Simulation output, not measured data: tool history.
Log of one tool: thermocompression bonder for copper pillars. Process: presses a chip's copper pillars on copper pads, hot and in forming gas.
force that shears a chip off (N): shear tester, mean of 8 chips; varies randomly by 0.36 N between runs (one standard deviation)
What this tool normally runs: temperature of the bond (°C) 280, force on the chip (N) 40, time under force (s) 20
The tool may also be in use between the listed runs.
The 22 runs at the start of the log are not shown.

| run | hour | temperature of the bond (°C) | force on the chip (N) | time under force (s) | force that shears a chip off (N) |
|---|---|---|---|---|---|
| 23 | 160.7 | 280 | 47 | 53 | 129.7 |
|  | 168.3 | heater calibrated with a thermocouple chip, once more |
| 24 | 169 | 309 | 26 | 12 | 88.4 |
| 25 | 176.5 | 276 | 60 | 33 | 126.6 |
| 26 | 185.9 | 276 | 60 | 33 | 127.2 |
| 27 | 195.3 | 268 | 46 | 33 | 113.2 |
| 28 | 200.4 | 268 | 46 | 33 | 113.4 |
| 29 | 206.9 | 268 | 24 | 37 | 89.7 |
| 30 | 212.8 | 251 | 46 | 18 | 86.3 |
| 31 | 221.8 | 280 | 44 | 34 | 119 |
| 32 | 229.6 | 280 | 44 | 34 | 119.4 |
| 33 | 233.8 | 255 | 40 | 23 | 89.4 |
| 34 | 239.1 | 280 | 55 | 20 | 114.2 |
| 35 | 243.2 | 280 | 55 | 20 | 115.3 |
| 36 | 250.8 | 280 | 24 | 20 | 80.7 |
| 37 | 258 | 291 | 38 | 20 | 106.2 |
| 38 | 262.7 | 291 | 54 | 23 | 123.2 |
| 39 | 268.5 | 280 | 44 | 59 | 129.2 |
| 40 | 273.9 | 300 | 43 | 20 | 115.4 |

Alternative continuations, all from the tool just after run 40; predict every row:
| A | 282.2 | 293 | 42 | 20 | ? |
| B | 282.2 | 270 | 35 | 21 | ? |
| C | 282.2 | 254 | 43 | 42 | ? |
| D | 282.2 | 300 | 45 | 32 | ? |

| run | force that shears a chip off (N) |
|---|---|
| A | 111.4 |
| B | 91.8 |
| C | 107.5 |
| D | 127.7 |
Had the tool no hidden state, the same runs would have come out as:
| run | force that shears a chip off (N) |
|---|---|
| A | 114.2 |
| B | 94.1 |
| C | 110.3 |
| D | 131.1 |
